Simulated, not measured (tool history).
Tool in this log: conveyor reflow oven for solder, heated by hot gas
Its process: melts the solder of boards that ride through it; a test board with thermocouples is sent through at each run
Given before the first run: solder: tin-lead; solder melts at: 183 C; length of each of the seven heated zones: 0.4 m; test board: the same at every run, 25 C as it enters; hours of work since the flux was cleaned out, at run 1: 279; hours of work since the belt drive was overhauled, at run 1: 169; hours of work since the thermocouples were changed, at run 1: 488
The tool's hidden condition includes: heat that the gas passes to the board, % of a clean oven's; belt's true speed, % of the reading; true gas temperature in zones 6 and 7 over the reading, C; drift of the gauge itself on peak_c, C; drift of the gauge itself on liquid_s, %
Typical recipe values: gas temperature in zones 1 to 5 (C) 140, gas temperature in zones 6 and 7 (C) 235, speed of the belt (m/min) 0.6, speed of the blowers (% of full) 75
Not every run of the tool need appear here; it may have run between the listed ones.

run    hour  gas temperature in zones 1 to 5 (C)  gas temperature in zones 6 and 7 (C)  speed of the belt (m/min)  speed of the blowers (% of full)  hours of work since the flux was cleaned out  hours of work since the belt drive was overhauled  hours of work since the thermocouples were changed  highest temperature of the board (C)  time above the solder's melting point (s)
  1       0                                  140                                   235                        0.6                                75                                           279                                                169                                                 488                                 214.2                                       57.7
  2    75.6                                  140                                   235                        0.6                                75                                           322                                                212                                                 532                                 214.2                                       57.8
  3   156.9                                  140                                   235                        0.6                                75                                           368                                                259                                                 578                                 214.7                                       57.2
      204.6  -- thermocouples of zones 6 and 7 changed
  4   247.4                                  140                                   235                        0.6                                75                                           419                                                310                                                  24                                   213                                       55.9
  5   293.1                                  140                                   235                        0.6                                75                                           445                                                336                                                  51                                 212.6                                       55.5
      323.7  -- flux residue cleaned out of gas plates and filters
  6   367.2                                  140                                   235                        0.6                                75                                            25                                                375                                                  90                                 216.1                                       59.9
  7   452.4                                  140                                   235                        0.6                                75                                            74                                                424                                                 139                                 215.7                                       58.9
  8   518.6                                  140                                   235                        0.6                                75                                           112                                                462                                                 177                                 215.5                                       59.4
  9   601.3                                  140                                   235                        0.6                                75                                           159                                                509                                                 224                                 215.3                                       58.6
 10   682.6                                  140                                   235                        0.6                                81                                           205                                                556                                                 271                                   217                                       60.6
 11   742.9                                  140                                   235                        0.6                                81                                           240                                                590                                                 305                                 216.8                                       60.8
 12   803.5                                  149                                   235                        0.6                                75                                           275                                                625                                                 340                                 217.1                                       64.3
 13   870.3                                  149                                   235                        0.6                                75                                           313                                                663                                                 378                                 217.1                                       63.5
 14   909.6                                  149                                   235                        0.6                                75                                           335                                                686                                                 401                                 216.6                                       64.4
 15   946.1                                  153                                   235                        0.6                                75                                           356                                                707                                                 422                                 217.4                                       66.6
 16  1025.8                                  140                                   235                      0.579                                75                                           402                                                752                                                 467                                 216.2                                         62
     1042.2  -- belt drive overhauled, speed set with a stopwatch
 17  1071.6                                  129                                   227                        0.6                                75                                           426                                                 17                                                 491                                 205.3                                       42.5
 18  1113.2                                  137                                   235                        0.6                                75                                           450                                                 41                                                 515                                 213.2                                       54.4
       1134  -- flux residue cleaned out of gas plates and filters
 19  1193.2                                  137                                   237                        0.6                                69                                            34                                                 84                                                 558                                 216.4                                       57.3
     1278.2  -- thermocouples of zones 6 and 7 changed
 20  1282.8                                  148                                   236                      0.552                                70                                            84                                                134                                                   3                                 218.6                                       70.4
 21  1322.4                                  133                                   229                        0.6                                77                                           107                                                156                                                  25                                 208.8                                       49.4
 22  1393.7                                  133                                   229                        0.6                                77                                           148                                                197                                                  66                                 208.8                                       49.6
 23  1442.4                                  147                                   235                       0.66                                75                                           175                                                225                                                  94                                 213.2                                       52.9
 24    1531                                  129                                   250                        0.6                                76                                           226                                                276                                                 145                                 224.5                                       61.4
 25    1601                                  129                                   225                        0.6                                50                                           266                                                316                                                 185                                 194.9                                       26.9
 26  1675.6                                  140                                   226                      0.673                                67                                           309                                                359                                                 228                                 200.9                                       35.8
 27    1726                                  140                                   226                      0.673                                67                                           338                                                387                                                 256                                 200.3                                       35.1
 28  1793.7                                  140                                   226                      0.673                                67                                           377                                                426                                                 295                                 200.4                                       34.6
 29  1838.5                                  126                                   228                      0.527                                89                                           402                                                452                                                 321                                 212.7                                       60.1
 30  1902.6                                  145                                   228                      0.593                                89                                           439                                                489                                                 357                                 212.7                                       58.9
     1946.4  -- flux residue cleaned out of gas plates and filters
 31  1975.5                                  145                                   228                      0.593                                89                                            17                                                527                                                 396                                 215.2                                       62.3

Alternative continuations, all from the tool just after run 31; predict every row:
  A  2017.8                                  141                                   233                      0.593                                63                                            41                                                552                                                 421                                     ?                                          ?
  B  2017.8                                  151                                   228                      0.593                                80                                            41                                                552                                                 421                                     ?                                          ?
  C  2017.8                                  140                                   235                       0.71                                75                                            41                                                552                                                 421                                     ?                                          ?

run  highest temperature of the board (C)  time above the solder's melting point (s)
  A                                 212.2                                       55.9
  B                                   215                                       64.1
  C                                 210.7                                         45
What these runs would have given with no unlogged condition in the tool:
run  highest temperature of the board (C)  time above the solder's melting point (s)
  A                                 211.1                                         54
  B                                 213.9                                       62.4
  C                                 209.6                                       43.5

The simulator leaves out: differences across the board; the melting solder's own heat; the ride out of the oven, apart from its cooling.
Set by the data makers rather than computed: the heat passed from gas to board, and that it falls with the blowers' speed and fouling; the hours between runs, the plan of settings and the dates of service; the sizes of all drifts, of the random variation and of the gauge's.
